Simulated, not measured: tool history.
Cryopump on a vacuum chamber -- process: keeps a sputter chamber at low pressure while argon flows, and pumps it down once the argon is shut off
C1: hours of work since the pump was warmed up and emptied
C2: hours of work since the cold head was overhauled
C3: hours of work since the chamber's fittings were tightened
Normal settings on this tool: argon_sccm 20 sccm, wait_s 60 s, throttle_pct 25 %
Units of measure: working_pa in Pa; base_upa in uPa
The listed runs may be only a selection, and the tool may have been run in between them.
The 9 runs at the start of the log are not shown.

Run 10, hour 169.9: usual settings but wait_s 253 s; C1 125; C2 125; C3 2012. Result: working_pa 0.1067 Pa, base_upa 1.71 uPa.
Run 11, hour 195.8: usual settings but wait_s 253 s; C1 141; C2 141; C3 2028. Result: working_pa 0.1069 Pa, base_upa 1.71 uPa.
Run 12, hour 209.2: usual settings but wait_s 253 s; C1 149; C2 149; C3 2036. Result: working_pa 0.1058 Pa, base_upa 1.73 uPa.
Run 13, hour 228.7: usual settings; C1 161; C2 161; C3 2048. Result: working_pa 0.1058 Pa, base_upa 3.15 uPa.
Run 14, hour 243.0: usual settings but argon_sccm 33 sccm; C1 170; C2 170; C3 2057. Result: working_pa 0.1774 Pa, base_upa 3.12 uPa.
Run 15, hour 256.6: usual settings but argon_sccm 33 sccm; C1 178; C2 178; C3 2065. Result: working_pa 0.1756 Pa, base_upa 3.22 uPa.
Run 16, hour 280.0: usual settings but argon_sccm 27 sccm; C1 192; C2 192; C3 2079. Result: working_pa 0.1438 Pa, base_upa 3.25 uPa.
Run 17, hour 307.0: usual settings but argon_sccm 9 sccm; C1 209; C2 209; C3 2096. Result: working_pa 0.0483 Pa, base_upa 3.21 uPa.
Run 18, hour 323.0: usual settings but argon_sccm 9 sccm; C1 219; C2 219; C3 2106. Result: working_pa 0.0485 Pa, base_upa 3.20 uPa.
Run 19, hour 337.4: usual settings but argon_sccm 10 sccm, wait_s 101 s; C1 227; C2 227; C3 2115. Result: working_pa 0.0535 Pa, base_upa 2.56 uPa.
Run 20, hour 363.7: usual settings but wait_s 97 s, throttle_pct 17 %; C1 244; C2 244; C3 2131. Result: working_pa 0.1573 Pa, base_upa 2.50 uPa.

Run 21 is up next; what results do you expect?
Run 21, hour 388.0: usual settings but wait_s 97 s, throttle_pct 17 %; C1 259; C2 259; C3 2146. Result: working_pa ?, base_upa ?.

For run 21 the tool returned working_pa 0.1572 Pa, base_upa 2.53 uPa.
With the hidden condition absent and the run-to-run variation left alone, this run would have shown working_pa 0.1534 Pa, base_upa 1.32 uPa.
